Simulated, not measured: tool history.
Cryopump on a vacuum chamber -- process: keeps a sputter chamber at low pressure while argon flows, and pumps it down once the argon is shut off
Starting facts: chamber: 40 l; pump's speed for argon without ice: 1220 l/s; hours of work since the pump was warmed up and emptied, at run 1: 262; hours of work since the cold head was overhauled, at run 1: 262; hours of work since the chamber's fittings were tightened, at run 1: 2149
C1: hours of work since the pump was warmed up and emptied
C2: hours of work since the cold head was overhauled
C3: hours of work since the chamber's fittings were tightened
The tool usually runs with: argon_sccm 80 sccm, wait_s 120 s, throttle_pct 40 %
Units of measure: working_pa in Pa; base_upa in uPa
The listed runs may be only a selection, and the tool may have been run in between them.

{"run": 1, "hour": 0.0, "argon_sccm": 80, "wait_s": 120, "throttle_pct": 40, "C1": 262, "C2": 262, "C3": 2149, "working_pa": 0.2902, "base_upa": 0.96}
{"run": 2, "hour": 10.3, "argon_sccm": 80, "wait_s": 120, "throttle_pct": 40, "C1": 268, "C2": 268, "C3": 2155, "working_pa": 0.2895, "base_upa": 0.9}
{"run": 3, "hour": 23.1, "argon_sccm": 80, "wait_s": 120, "throttle_pct": 40, "C1": 276, "C2": 276, "C3": 2163, "working_pa": 0.2919, "base_upa": 0.91}
{"run": 4, "hour": 29.7, "argon_sccm": 80, "wait_s": 120, "throttle_pct": 40, "C1": 280, "C2": 280, "C3": 2167, "working_pa": 0.2906, "base_upa": 0.86}
{"run": 5, "hour": 45.7, "argon_sccm": 80, "wait_s": 120, "throttle_pct": 40, "C1": 290, "C2": 290, "C3": 2177, "working_pa": 0.2939, "base_upa": 0.94}
{"run": 6, "hour": 60.8, "argon_sccm": 80, "wait_s": 120, "throttle_pct": 40, "C1": 299, "C2": 299, "C3": 2186, "working_pa": 0.2928, "base_upa": 0.9}
{"run": 7, "hour": 73.9, "argon_sccm": 80, "wait_s": 120, "throttle_pct": 44, "C1": 307, "C2": 307, "C3": 2194, "working_pa": 0.266, "base_upa": 0.9}
{"run": 8, "hour": 80.9, "argon_sccm": 48, "wait_s": 120, "throttle_pct": 40, "C1": 311, "C2": 311, "C3": 2198, "working_pa": 0.1776, "base_upa": 0.95}
{"run": 9, "hour": 93.0, "argon_sccm": 80, "wait_s": 120, "throttle_pct": 40, "C1": 318, "C2": 318, "C3": 2205, "working_pa": 0.294, "base_upa": 0.89}
{"run": 10, "hour": 108.3, "argon_sccm": 80, "wait_s": 140, "throttle_pct": 40, "C1": 328, "C2": 328, "C3": 2215, "working_pa": 0.2923, "base_upa": 0.93}
{"run": 11, "hour": 119.1, "argon_sccm": 80, "wait_s": 140, "throttle_pct": 40, "C1": 334, "C2": 334, "C3": 2221, "working_pa": 0.2953, "base_upa": 0.94}
{"run": 12, "hour": 131.7, "argon_sccm": 80, "wait_s": 140, "throttle_pct": 40, "C1": 342, "C2": 342, "C3": 2229, "working_pa": 0.2969, "base_upa": 0.91}
{"run": 13, "hour": 146.7, "argon_sccm": 80, "wait_s": 236, "throttle_pct": 40, "C1": 351, "C2": 351, "C3": 2238, "working_pa": 0.2969, "base_upa": 0.79}
{"run": 14, "hour": 155.9, "argon_sccm": 80, "wait_s": 120, "throttle_pct": 40, "C1": 357, "C2": 357, "C3": 2244, "working_pa": 0.2976, "base_upa": 0.91}
{"run": 15, "hour": 162.9, "argon_sccm": 80, "wait_s": 120, "throttle_pct": 40, "C1": 361, "C2": 361, "C3": 2248, "working_pa": 0.2974, "base_upa": 0.96}
{"run": 16, "hour": 179.2, "argon_sccm": 47, "wait_s": 120, "throttle_pct": 40, "C1": 371, "C2": 371, "C3": 2258, "working_pa": 0.1758, "base_upa": 0.9}
{"run": 17, "hour": 191.7, "argon_sccm": 47, "wait_s": 240, "throttle_pct": 40, "C1": 378, "C2": 378, "C3": 2265, "working_pa": 0.1739, "base_upa": 0.81}
{"run": 18, "hour": 199.4, "argon_sccm": 72, "wait_s": 27, "throttle_pct": 38, "C1": 383, "C2": 383, "C3": 2270, "working_pa": 0.2806, "base_upa": 1.79}
{"run": 19, "hour": 206.4, "argon_sccm": 126, "wait_s": 144, "throttle_pct": 42, "C1": 387, "C2": 387, "C3": 2274, "working_pa": 0.4471, "base_upa": 0.91}
{"run": 20, "hour": 213.1, "argon_sccm": 126, "wait_s": 144, "throttle_pct": 42, "C1": 391, "C2": 391, "C3": 2278, "working_pa": 0.4504, "base_upa": 0.95}
{"run": 21, "hour": 221.4, "argon_sccm": 126, "wait_s": 144, "throttle_pct": 42, "C1": 396, "C2": 396, "C3": 2283, "working_pa": 0.4482, "base_upa": 0.95}
{"run": 22, "hour": 228.8, "argon_sccm": 126, "wait_s": 144, "throttle_pct": 42, "C1": 401, "C2": 401, "C3": 2288, "working_pa": 0.4525, "base_upa": 0.95}
{"run": 23, "hour": 242.6, "argon_sccm": 126, "wait_s": 80, "throttle_pct": 31, "C1": 409, "C2": 409, "C3": 2296, "working_pa": 0.5974, "base_upa": 1.08}
{"run": 24, "hour": 256.1, "argon_sccm": 80, "wait_s": 87, "throttle_pct": 27, "C1": 417, "C2": 417, "C3": 2304, "working_pa": 0.4335, "base_upa": 1.11}
{"run": 25, "hour": 263.5, "argon_sccm": 80, "wait_s": 185, "throttle_pct": 16, "C1": 422, "C2": 422, "C3": 2309, "working_pa": 0.7136, "base_upa": 0.88}
{"run": 26, "hour": 272.2, "argon_sccm": 65, "wait_s": 212, "throttle_pct": 18, "C1": 427, "C2": 427, "C3": 2314, "working_pa": 0.5225, "base_upa": 0.92}
{"run": 27, "hour": 281.1, "argon_sccm": 93, "wait_s": 212, "throttle_pct": 18, "C1": 433, "C2": 433, "C3": 2319, "working_pa": 0.7442, "base_upa": 0.9}
{"run": 28, "hour": 293.3, "argon_sccm": 81, "wait_s": 154, "throttle_pct": 47, "C1": 440, "C2": 440, "C3": 2327, "working_pa": 0.2639, "base_upa": 0.94}

Each row is a separate what-if for the run after 28, all from the same tool condition, not one after another. Results?
{"run": "A", "hour": 304.7, "argon_sccm": 82, "wait_s": 257, "throttle_pct": 45, "C1": 447, "C2": 447, "C3": 2334, "working_pa": "?", "base_upa": "?"}
{"run": "B", "hour": 304.7, "argon_sccm": 35, "wait_s": 69, "throttle_pct": 53, "C1": 447, "C2": 447, "C3": 2334, "working_pa": "?", "base_upa": "?"}
{"run": "C", "hour": 304.7, "argon_sccm": 69, "wait_s": 143, "throttle_pct": 32, "C1": 447, "C2": 447, "C3": 2334, "working_pa": "?", "base_upa": "?"}

run=A working_pa=0.2767 base_upa=0.88
run=B working_pa=0.1041 base_upa=1.21
run=C working_pa=0.3199 base_upa=0.96
With no hidden state in the tool, these same runs would have given:
run=A working_pa=0.2511 base_upa=0.38
run=B working_pa=0.0931 base_upa=0.70
run=C working_pa=0.2983 base_upa=0.47

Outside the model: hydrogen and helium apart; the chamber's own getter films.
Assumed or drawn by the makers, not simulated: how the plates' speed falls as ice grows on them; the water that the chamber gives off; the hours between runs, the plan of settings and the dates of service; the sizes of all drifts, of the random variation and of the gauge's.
